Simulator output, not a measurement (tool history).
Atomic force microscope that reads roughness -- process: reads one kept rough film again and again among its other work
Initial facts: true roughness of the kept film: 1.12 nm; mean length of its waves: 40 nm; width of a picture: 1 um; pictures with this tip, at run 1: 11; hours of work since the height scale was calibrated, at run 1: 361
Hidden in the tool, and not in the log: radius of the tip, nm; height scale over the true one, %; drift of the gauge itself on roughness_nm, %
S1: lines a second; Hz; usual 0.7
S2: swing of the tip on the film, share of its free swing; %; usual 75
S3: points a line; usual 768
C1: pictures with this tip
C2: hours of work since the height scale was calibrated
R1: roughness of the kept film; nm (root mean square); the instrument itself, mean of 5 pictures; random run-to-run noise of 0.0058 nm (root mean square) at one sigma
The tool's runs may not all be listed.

run,hour,S1,S2,S3,C1,C2,R1
1,0,0.7,75,768,11,361,1.025
2,8.4,0.7,75,768,24,368,1.016
3,22.6,0.7,75,768,45,379,0.983
4,31.4,0.7,75,768,59,386,0.96
# hour 37.3: new tip fitted
5,42.9,0.7,75,768,8,394,1.024
6,49.9,0.7,75,768,19,400,1.02
7,63.8,0.7,75,768,40,410,0.977
8,75.4,0.7,87,768,57,419,0.931
# hour 82: new tip fitted
9,88.8,0.7,87,768,10,429,0.991
10,100.5,0.7,87,768,28,438,0.977
11,111.5,0.7,87,768,45,447,0.942
12,117.6,0.7,87,768,54,452,0.936
13,123.5,0.7,87,768,63,456,0.92
# hour 126.8: new tip fitted
14,130.5,1.794,75,768,6,461,0.97
15,137.4,1.794,75,768,16,467,0.948
16,149.9,1.794,75,768,35,476,0.922
17,158.8,2.504,75,768,48,483,0.883
18,166.8,2.504,75,768,61,489,0.856
# hour 172: new tip fitted
19,176,2.504,75,768,6,496,0.923
20,188.9,2.504,75,768,25,506,0.906
21,196.6,2.504,75,768,37,512,0.884
22,210.3,2.504,75,768,58,523,0.857
# hour 216.8: new tip fitted
23,221.4,2.504,75,768,7,531,0.924
24,229.9,2.504,75,768,20,537,0.906
25,239.7,2.504,75,768,35,545,0.882
26,249.9,2.504,75,768,50,553,0.873
27,259.2,2.504,75,768,64,560,0.85
# hour 261.9: new tip fitted
28,269.6,0.943,77,416,11,568,1
29,282.1,0.7,75,318,30,578,0.982
# hour 284.4: height scale calibrated on a step standard
30,294.9,1.022,73,576,48,8,0.966
31,303.9,0.544,75,489,62,15,0.966
# hour 307.9: new tip fitted
32,315.6,2.57,75,766,12,24,0.917
33,322.7,0.7,56,792,23,29,1.042
34,331.5,2.282,81,967,36,36,0.862
# hour 345.9: height scale calibrated on a step standard, once more
35,345.9,3.444,75,768,56,0,0.817
# hour 353.7: new tip fitted
36,360.7,2.755,75,768,11,11,0.902
37,368.4,2.755,75,768,23,17,0.892
38,376.5,3.669,75,569,35,23,0.842
39,385.8,0.53,62,424,49,30,1.007
# hour 398.5: new tip fitted
40,400.6,0.7,59,614,3,42,1.062
41,407.4,0.7,89,768,13,47,0.983
42,413.6,0.7,89,768,22,52,0.955
43,427.7,0.7,76,768,44,63,0.984
44,433.7,2.779,82,985,53,67,0.813
45,441,2.779,82,985,64,73,0.795
# hour 443.4: new tip fitted
46,448.8,2.638,64,518,8,79,0.976
47,459.5,2.638,89,813,24,87,0.78
48,469.8,2.638,89,813,40,95,0.772
49,481.6,0.677,56,649,58,104,0.995
# hour 488.3: new tip fitted
50,489,0.677,56,649,1,109,1.07
51,494.9,0.677,59,649,10,114,1.045
52,507.2,0.7,76,768,29,123,1

3 options for the next run, each taken on its own from the tool as it stands now. Forecast them:
A,516.9,0.517,76,768,44,131,?
B,516.9,1.614,75,297,44,131,?
C,516.9,0.7,76,329,44,131,?

run,R1
A,0.991
B,0.912
C,0.976
Had the tool no hidden state, the same runs would have come out as:
run,R1
A,1.056
B,0.972
C,1.04

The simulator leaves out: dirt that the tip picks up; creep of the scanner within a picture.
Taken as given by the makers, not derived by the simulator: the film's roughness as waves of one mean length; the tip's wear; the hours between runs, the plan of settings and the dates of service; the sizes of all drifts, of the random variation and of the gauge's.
